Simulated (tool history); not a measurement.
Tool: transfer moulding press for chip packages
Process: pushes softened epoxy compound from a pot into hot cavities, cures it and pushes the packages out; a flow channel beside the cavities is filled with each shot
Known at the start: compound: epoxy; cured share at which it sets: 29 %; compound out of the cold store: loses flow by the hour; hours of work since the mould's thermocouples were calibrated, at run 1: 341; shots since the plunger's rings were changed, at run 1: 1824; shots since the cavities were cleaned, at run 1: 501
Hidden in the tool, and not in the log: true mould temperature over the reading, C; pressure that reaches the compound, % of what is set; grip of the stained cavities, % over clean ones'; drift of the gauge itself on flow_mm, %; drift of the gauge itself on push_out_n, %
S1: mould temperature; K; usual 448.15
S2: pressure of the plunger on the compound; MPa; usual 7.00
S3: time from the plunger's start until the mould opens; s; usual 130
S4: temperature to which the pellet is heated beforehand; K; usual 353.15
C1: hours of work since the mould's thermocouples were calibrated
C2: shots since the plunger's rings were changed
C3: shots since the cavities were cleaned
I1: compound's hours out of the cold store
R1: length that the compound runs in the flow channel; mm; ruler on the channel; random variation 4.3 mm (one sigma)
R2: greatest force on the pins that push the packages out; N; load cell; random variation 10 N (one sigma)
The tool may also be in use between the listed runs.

run   hour      S1    S2   S3      S4   C1    C2   C3    I1    R1   R2
  1    0.0  448.15  7.00  130  353.15  341  1824  501  43.9   775  836
  2   13.4  448.15  7.00  130  353.15  347  1912  589  29.4   821  819
      18.1  -- cavities cleaned with cleaning compound and waxed
  3   35.1  448.15  7.00  130  352.15  357  2047  114  34.2   807  629
  4   48.2  448.15  7.00  130  352.15  363  2133  200  11.7   899  720
  5   65.5  448.15  7.00  130  353.15  372  2248  315   8.9   906  770
  6   76.1  448.15  5.77  130  353.15  377  2319  386  16.5   793  796
  7   86.5  448.15  5.77  130  353.15  382  2388  455  12.0   817  850
  8   99.0  448.15  5.77  130  353.15  388  2470  537   8.8   826  845
     110.9  -- cavities cleaned with cleaning compound and waxed
  9  116.3  448.15  5.77  130  353.15  395  2575   35  23.4   763  533
 10  128.5  448.15  5.77  130  353.15  401  2656  116  14.2   799  653
 11  143.5  448.15  5.77  130  351.15  408  2756  216  18.8   777  709
 12  165.1  448.15  5.77  130  351.15  419  2899  359  40.1   696  800
 13  185.8  448.15  5.52  130  353.15  429  3037  497  14.5   772  838
     204.7  -- cavities cleaned with cleaning compound and waxed
 14  210.1  448.15  5.52  130  353.15  440  3188   36  39.9   685  542
 15  227.6  451.15  5.67  130  350.15  448  3305  153  39.5   674  613
 16  244.9  451.15  5.67  130  350.15  456  3419  267  22.5   741  673
     260.7  -- plunger's sealing rings changed
 17  267.3  448.15  8.22  121  345.15  466    44  399  44.1   867  845
 18  281.8  448.15  8.22  121  345.15  473   140  495  10.0  1022  988
 19  293.8  448.15  8.22  121  345.15  479   220  575  36.9   893  941
     299.1  -- cavities cleaned with cleaning compound and waxed
 20  312.7  447.15  5.75  164  353.15  487   336   91  29.5   769  532
 21  324.6  448.15  7.89  164  353.15  493   415  170  20.3   948  576
 22  342.4  455.15  6.51  130  353.15  501   533  288  28.4   800  627
 23  355.8  453.15  8.24  130  356.15  508   622  377  31.4   889  682
 24  373.1  454.15  6.84  110  354.15  516   736  491  45.0   764  786
     391.9  -- cavities cleaned with cleaning compound and waxed
 25  395.2  454.15  6.84  110  354.15  526   873   22  19.6   855  527
 26  414.7  445.15  7.00  130  353.15  536  1003  152  27.3   869  788
 27  432.8  455.15  7.00  130  358.15  544  1123  272  11.1   893  639
 28  455.2  455.15  7.00  130  358.15  555  1271  420  11.7   888  699

Forecast each of these 3 alternatives for the next run:
  A  471.8  451.15  5.79  130  358.15  563  1382  531  35.7   ?   ?
  B  471.8  455.15  6.01  117  362.15  563  1382  531  19.6   ?   ?
  C  471.8  448.15  7.00  130  353.15  563  1382  531  37.4   ?   ?

run   R1   R2
  A  723  735
  B  788  795
  C  806  870
Without the tool's hidden state the same runs would have given:
run   R1   R2
  A  738  423
  B  805  461
  C  823  492

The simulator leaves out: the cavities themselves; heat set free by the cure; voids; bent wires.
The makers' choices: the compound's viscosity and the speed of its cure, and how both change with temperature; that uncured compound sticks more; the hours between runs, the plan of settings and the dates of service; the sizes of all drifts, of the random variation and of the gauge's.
